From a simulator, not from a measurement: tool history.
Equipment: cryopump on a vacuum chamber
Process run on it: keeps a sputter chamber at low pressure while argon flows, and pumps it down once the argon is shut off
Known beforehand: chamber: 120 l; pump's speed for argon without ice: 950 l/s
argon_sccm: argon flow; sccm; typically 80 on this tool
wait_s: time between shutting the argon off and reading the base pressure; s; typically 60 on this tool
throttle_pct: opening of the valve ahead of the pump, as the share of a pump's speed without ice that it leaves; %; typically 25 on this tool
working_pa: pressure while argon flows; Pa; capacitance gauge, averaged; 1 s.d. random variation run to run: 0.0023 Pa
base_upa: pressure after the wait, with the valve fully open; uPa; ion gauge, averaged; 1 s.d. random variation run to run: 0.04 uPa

| run | day | argon_sccm | wait_s | throttle_pct | working_pa | base_upa |
|---|---|---|---|---|---|---|
| 1 | 0.000 | 80 | 60 | 25 | 0.6078 | 5.49 |
| 2 | 1.525 | 80 | 60 | 25 | 0.6160 | 5.48 |
| 3 | 3.192 | 80 | 60 | 25 | 0.6158 | 5.69 |
| 4 | 4.146 | 80 | 60 | 25 | 0.6174 | 5.67 |
| 5 | 5.712 | 80 | 60 | 25 | 0.6150 | 5.78 |
| 6 | 7.204 | 80 | 60 | 25 | 0.6215 | 5.83 |
| 7 | 8.800 | 80 | 60 | 25 | 0.6191 | 6.01 |
| 8 | 10.025 | 80 | 60 | 25 | 0.6208 | 6.12 |
| 9 | 11.008 | 80 | 60 | 25 | 0.6245 | 6.11 |
| 10 | 11.833 | 80 | 60 | 25 | 0.6324 | 6.15 |
| 11 | 13.100 | 80 | 60 | 25 | 0.6307 | 6.20 |
| 12 | 14.362 | 80 | 60 | 21 | 0.7389 | 6.27 |
| 13 | 16.150 | 159 | 60 | 25 | 1.2687 | 6.37 |
|  | 17.179 | pump warmed up, emptied and cooled again |
| 14 | 18.133 | 159 | 60 | 25 | 1.1351 | 5.00 |
| 15 | 19.638 | 159 | 60 | 25 | 1.1387 | 5.22 |
| 16 | 20.683 | 159 | 22 | 25 | 1.1472 | 8.64 |
| 17 | 22.325 | 159 | 22 | 25 | 1.1433 | 8.78 |
| 18 | 23.242 | 159 | 22 | 25 | 1.1484 | 8.52 |
| 19 | 24.212 | 154 | 55 | 38 | 0.7351 | 5.36 |

For run 20, what comes out?
|  | 24.975 | leaking fittings of the chamber tightened, without venting |
| 20 | 25.712 | 154 | 55 | 38 | ? | ? |

{"run 20": {"working_pa": 0.7415, "base_upa": 2.41}}
If the tool had no hidden condition, the same run with the same run-to-run variation would have returned working_pa 0.7212 Pa, base_upa 2.37 uPa.
